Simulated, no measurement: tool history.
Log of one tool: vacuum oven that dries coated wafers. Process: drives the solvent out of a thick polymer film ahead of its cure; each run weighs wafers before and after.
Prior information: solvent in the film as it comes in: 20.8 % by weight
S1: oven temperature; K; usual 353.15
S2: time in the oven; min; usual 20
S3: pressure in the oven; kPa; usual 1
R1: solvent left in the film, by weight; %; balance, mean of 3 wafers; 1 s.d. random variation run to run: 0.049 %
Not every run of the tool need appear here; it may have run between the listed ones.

{"run": 1, "hour": 0.0, "S1": 353.15, "S2": 20, "S3": 1, "R1": 2.65}
{"run": 2, "hour": 21.1, "S1": 353.15, "S2": 20, "S3": 1.57, "R1": 3.18}
{"run": 3, "hour": 64.6, "S1": 353.15, "S2": 20, "S3": 1.89, "R1": 3.56}
{"run": 4, "hour": 105.2, "S1": 353.15, "S2": 20, "S3": 1.89, "R1": 3.54}
{"run": 5, "hour": 130.7, "S1": 353.15, "S2": 20, "S3": 1.89, "R1": 3.47}
{"run": 6, "hour": 159.5, "S1": 356.15, "S2": 20, "S3": 1, "R1": 1.93}
{"run": 7, "hour": 181.2, "S1": 356.15, "S2": 20, "S3": 1, "R1": 1.87}
{"run": 8, "hour": 223.0, "S1": 356.15, "S2": 20, "S3": 1, "R1": 1.89}
{"run": 9, "hour": 251.0, "S1": 353.15, "S2": 20, "S3": 1.29, "R1": 2.86}
{"run": 10, "hour": 277.0, "S1": 353.15, "S2": 20, "S3": 1.29, "R1": 2.91}
{"run": 11, "hour": 303.7, "S1": 353.15, "S2": 26, "S3": 1, "R1": 1.87}
{"run": 12, "hour": 336.6, "S1": 353.15, "S2": 20, "S3": 1, "R1": 2.62}
{"run": 13, "hour": 378.8, "S1": 353.15, "S2": 20, "S3": 1, "R1": 2.6}
{"run": 14, "hour": 414.7, "S1": 353.15, "S2": 22, "S3": 1, "R1": 2.18}
{"run": 15, "hour": 435.5, "S1": 353.15, "S2": 22, "S3": 1, "R1": 2.32}
{"run": 16, "hour": 457.4, "S1": 353.15, "S2": 22, "S3": 1, "R1": 2.28}
{"run": 17, "hour": 487.6, "S1": 353.15, "S2": 22, "S3": 1.36, "R1": 2.7}
{"run": 18, "hour": 523.8, "S1": 353.15, "S2": 22, "S3": 1.36, "R1": 2.69}
{"run": 19, "hour": 543.8, "S1": 353.15, "S2": 19, "S3": 1.36, "R1": 3.08}
{"run": 20, "hour": 580.6, "S1": 353.15, "S2": 19, "S3": 1.36, "R1": 3.06}
{"run": 21, "hour": 623.1, "S1": 353.15, "S2": 19, "S3": 1.36, "R1": 3.16}
{"run": 22, "hour": 644.0, "S1": 353.15, "S2": 20, "S3": 1, "R1": 2.53}
{"run": 23, "hour": 670.6, "S1": 353.15, "S2": 20, "S3": 1, "R1": 2.57}
{"run": 24, "hour": 689.3, "S1": 353.15, "S2": 20, "S3": 1, "R1": 2.54}
{"run": 25, "hour": 712.4, "S1": 342.15, "S2": 27, "S3": 1.08, "R1": 5.35}
{"run": 26, "hour": 753.8, "S1": 342.15, "S2": 27, "S3": 1.08, "R1": 5.28}
{"run": 27, "hour": 787.1, "S1": 342.15, "S2": 14, "S3": 2.28, "R1": 10.32}
{"run": 28, "hour": 830.7, "S1": 346.15, "S2": 12, "S3": 2.58, "R1": 9.41}
{"run": 29, "hour": 851.8, "S1": 346.15, "S2": 12, "S3": 2.58, "R1": 9.25}
{"run": 30, "hour": 879.1, "S1": 359.15, "S2": 20, "S3": 3.3, "R1": 3.17}
{"run": 31, "hour": 898.4, "S1": 359.15, "S2": 20, "S3": 3.3, "R1": 3.22}
{"run": 32, "hour": 934.5, "S1": 359.15, "S2": 20, "S3": 3.3, "R1": 3.25}
{"run": 33, "hour": 960.0, "S1": 353.15, "S2": 21, "S3": 1.74, "R1": 3.12}
{"run": 34, "hour": 984.7, "S1": 353.15, "S2": 21, "S3": 1.74, "R1": 3.1}
{"run": 35, "hour": 1020.7, "S1": 348.15, "S2": 13, "S3": 1, "R1": 6.42}
{"run": 36, "hour": 1062.4, "S1": 344.15, "S2": 11, "S3": 1.18, "R1": 9.35}
{"run": 37, "hour": 1103.2, "S1": 344.15, "S2": 11, "S3": 1.18, "R1": 9.31}
{"run": 38, "hour": 1131.9, "S1": 344.15, "S2": 11, "S3": 1.18, "R1": 9.41}
{"run": 39, "hour": 1156.9, "S1": 360.15, "S2": 22, "S3": 1, "R1": 1.14}
{"run": 40, "hour": 1178.7, "S1": 352.15, "S2": 15, "S3": 1, "R1": 4}
{"run": 41, "hour": 1209.1, "S1": 362.15, "S2": 15, "S3": 1.2, "R1": 1.51}
{"hour": 1243.1, "done": "vacuum gauge cleaned of residue and calibrated"}
{"run": 42, "hour": 1250.6, "S1": 353.15, "S2": 36, "S3": 1.57, "R1": 1.79}
{"run": 43, "hour": 1271.4, "S1": 353.15, "S2": 11, "S3": 1, "R1": 4.92}
{"run": 44, "hour": 1314.5, "S1": 353.15, "S2": 11, "S3": 1, "R1": 4.93}
{"run": 45, "hour": 1336.4, "S1": 353.15, "S2": 11, "S3": 1, "R1": 4.88}
{"run": 46, "hour": 1357.5, "S1": 356.15, "S2": 15, "S3": 1.12, "R1": 2.6}
{"run": 47, "hour": 1399.9, "S1": 355.15, "S2": 15, "S3": 1.12, "R1": 2.89}
{"run": 48, "hour": 1435.7, "S1": 355.15, "S2": 15, "S3": 1.12, "R1": 2.84}

Selected run-to-run steps in R1, each split into two signed amounts: the part the tool would show with no hidden state at all (from settings, incoming material and random variation), and the remainder, which goes to the hidden state together with any gauge scatter not common to the measured and the hidden-state-free results:
Hidden conditions of the tool in this case: true wafer temperature over the reading, C; true pressure over the reading, kPa; drift of the gauge itself on solvent_pct, %.
Run 26 -> 27: S2 27 -> 14, S3 1.08 -> 2.28. R1 +5.04 %: hidden state -0.06, all else +5.1.
Run 29 -> 30: S1 346.15 -> 359.15, S2 12 -> 20, S3 2.58 -> 3.3. R1 -6.08 %: hidden state +0.08, all else -6.16.
Run 38 -> 39: S1 344.15 -> 360.15, S2 11 -> 22, S3 1.18 -> 1. R1 -8.27 %: hidden state +0.2, all else -8.47.
Run 39 -> 40: S1 360.15 -> 352.15, S2 22 -> 15. R1 +2.86 %: hidden state -0.17, all else +3.03.
Run 42 -> 43: S2 36 -> 11, S3 1.57 -> 1. R1 +3.13 %: hidden state -0.23, all else +3.36.
